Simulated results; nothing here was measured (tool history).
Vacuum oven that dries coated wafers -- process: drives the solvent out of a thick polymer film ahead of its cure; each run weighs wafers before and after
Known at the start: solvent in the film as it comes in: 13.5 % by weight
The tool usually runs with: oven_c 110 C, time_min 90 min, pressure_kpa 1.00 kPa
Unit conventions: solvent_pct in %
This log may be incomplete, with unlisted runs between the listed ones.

| run | hour | oven_c | time_min | pressure_kpa | solvent_pct |
|---|---|---|---|---|---|
| 1 | 0.0 | 110 | 90 | 1.00 | 1.79 |
| 2 | 17.9 | 110 | 90 | 1.00 | 1.86 |
| 3 | 34.1 | 110 | 90 | 1.00 | 1.83 |
| 4 | 45.4 | 110 | 90 | 1.00 | 1.79 |
| 5 | 59.0 | 110 | 90 | 1.00 | 1.87 |
| 6 | 80.5 | 110 | 90 | 1.00 | 1.82 |
| 7 | 102.8 | 110 | 90 | 1.00 | 1.91 |
| 8 | 121.4 | 110 | 90 | 1.00 | 1.85 |
| 9 | 137.6 | 110 | 90 | 1.00 | 1.83 |
| 10 | 159.7 | 110 | 90 | 1.00 | 1.91 |
| 11 | 177.1 | 119 | 90 | 1.00 | 0.76 |
| 12 | 190.8 | 110 | 55 | 2.26 | 4.03 |
| 13 | 205.2 | 110 | 123 | 2.76 | 2.26 |
| 14 | 223.3 | 110 | 90 | 0.54 | 1.67 |

What will run 15 give?
| 15 | 241.8 | 110 | 117 | 1.00 | ? |

{"run 15": {"solvent_pct": 1.4}}
Had the tool carried no hidden state, the very same run would have given solvent_pct 1.00 %.
